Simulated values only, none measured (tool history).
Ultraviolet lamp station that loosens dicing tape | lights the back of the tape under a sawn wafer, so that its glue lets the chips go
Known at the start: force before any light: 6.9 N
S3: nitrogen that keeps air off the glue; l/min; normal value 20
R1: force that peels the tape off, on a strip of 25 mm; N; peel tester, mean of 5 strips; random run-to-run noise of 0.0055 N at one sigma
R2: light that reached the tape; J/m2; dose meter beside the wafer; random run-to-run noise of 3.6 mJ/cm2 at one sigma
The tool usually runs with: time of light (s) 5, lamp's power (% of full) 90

run 1 day=0 | time_of_light_(s)=5 lamp's_power_(%_of_full)=90 S3=20 | R1=0.19 R2=4720
-- day=0.233 window cleaned of glue's vapour
run 2 day=0.488 | time_of_light_(s)=5 lamp's_power_(%_of_full)=90 S3=20 | R1=0.135 R2=5590
run 3 day=1.15 | time_of_light_(s)=5 lamp's_power_(%_of_full)=90 S3=20 | R1=0.136 R2=5610
run 4 day=1.662 | time_of_light_(s)=5 lamp's_power_(%_of_full)=90 S3=20 | R1=0.134 R2=5570
run 5 day=2.071 | time_of_light_(s)=5 lamp's_power_(%_of_full)=90 S3=20 | R1=0.145 R2=5610
run 6 day=2.458 | time_of_light_(s)=5 lamp's_power_(%_of_full)=90 S3=10 | R1=0.258 R2=5520
run 7 day=2.879 | time_of_light_(s)=5 lamp's_power_(%_of_full)=90 S3=10 | R1=0.263 R2=5480
run 8 day=3.642 | time_of_light_(s)=5 lamp's_power_(%_of_full)=82 S3=20 | R1=0.177 R2=4980
run 9 day=4.208 | time_of_light_(s)=5 lamp's_power_(%_of_full)=82 S3=36 | R1=0.112 R2=4980
run 10 day=4.654 | time_of_light_(s)=5 lamp's_power_(%_of_full)=82 S3=10 | R1=0.365 R2=4970
run 11 day=5.433 | time_of_light_(s)=5 lamp's_power_(%_of_full)=90 S3=20 | R1=0.149 R2=5410
run 12 day=5.996 | time_of_light_(s)=5 lamp's_power_(%_of_full)=90 S3=12 | R1=0.223 R2=5310
run 13 day=6.804 | time_of_light_(s)=5 lamp's_power_(%_of_full)=90 S3=12 | R1=0.237 R2=5340
run 14 day=7.338 | time_of_light_(s)=5 lamp's_power_(%_of_full)=90 S3=12 | R1=0.243 R2=5270
run 15 day=8.117 | time_of_light_(s)=6 lamp's_power_(%_of_full)=72 S3=7 | R1=0.484 R2=5090
run 16 day=8.575 | time_of_light_(s)=4 lamp's_power_(%_of_full)=72 S3=25 | R1=0.363 R2=3330
run 17 day=9.404 | time_of_light_(s)=4 lamp's_power_(%_of_full)=71 S3=17 | R1=0.57 R2=3270
run 18 day=10.129 | time_of_light_(s)=4 lamp's_power_(%_of_full)=71 S3=17 | R1=0.576 R2=3240
run 19 day=10.692 | time_of_light_(s)=4 lamp's_power_(%_of_full)=71 S3=17 | R1=0.59 R2=3230
run 20 day=11.462 | time_of_light_(s)=6 lamp's_power_(%_of_full)=71 S3=21 | R1=0.182 R2=4860
run 21 day=11.854 | time_of_light_(s)=3 lamp's_power_(%_of_full)=90 S3=27 | R1=0.461 R2=3030
run 22 day=12.333 | time_of_light_(s)=3 lamp's_power_(%_of_full)=90 S3=27 | R1=0.466 R2=3010
run 23 day=12.738 | time_of_light_(s)=5 lamp's_power_(%_of_full)=94 S3=33 | R1=0.116 R2=5280
run 24 day=13.129 | time_of_light_(s)=5 lamp's_power_(%_of_full)=88 S3=36 | R1=0.122 R2=4910
run 25 day=13.792 | time_of_light_(s)=6 lamp's_power_(%_of_full)=70 S3=8 | R1=0.514 R2=4630
run 26 day=14.325 | time_of_light_(s)=4 lamp's_power_(%_of_full)=98 S3=16 | R1=0.303 R2=4320
run 27 day=14.85 | time_of_light_(s)=4 lamp's_power_(%_of_full)=88 S3=20 | R1=0.323 R2=3850

Predict each of these 5 candidate next runs independently; none follows another, all start after run 27:
run A day=15.675 | time_of_light_(s)=9 lamp's_power_(%_of_full)=88 S3=7 | R1=? R2=?
run B day=15.675 | time_of_light_(s)=7 lamp's_power_(%_of_full)=66 S3=11 | R1=? R2=?
run C day=15.675 | time_of_light_(s)=3 lamp's_power_(%_of_full)=87 S3=24 | R1=? R2=?
run D day=15.675 | time_of_light_(s)=2 lamp's_power_(%_of_full)=88 S3=14 | R1=? R2=?
run E day=15.675 | time_of_light_(s)=3 lamp's_power_(%_of_full)=85 S3=20 | R1=? R2=?

run=A R1=0.138 R2=8550
run=B R1=0.304 R2=5050
run=C R1=0.603 R2=2860
run=D R1=1.76 R2=1870
run=E R1=0.711 R2=2740
Stripped of hidden state, with their random variation kept, the same runs would have yielded:
run=A R1=0.102 R2=10460
run=B R1=0.185 R2=6180
run=C R1=0.375 R2=3490
run=D R1=1.303 R2=2300
run=E R1=0.453 R2=3350
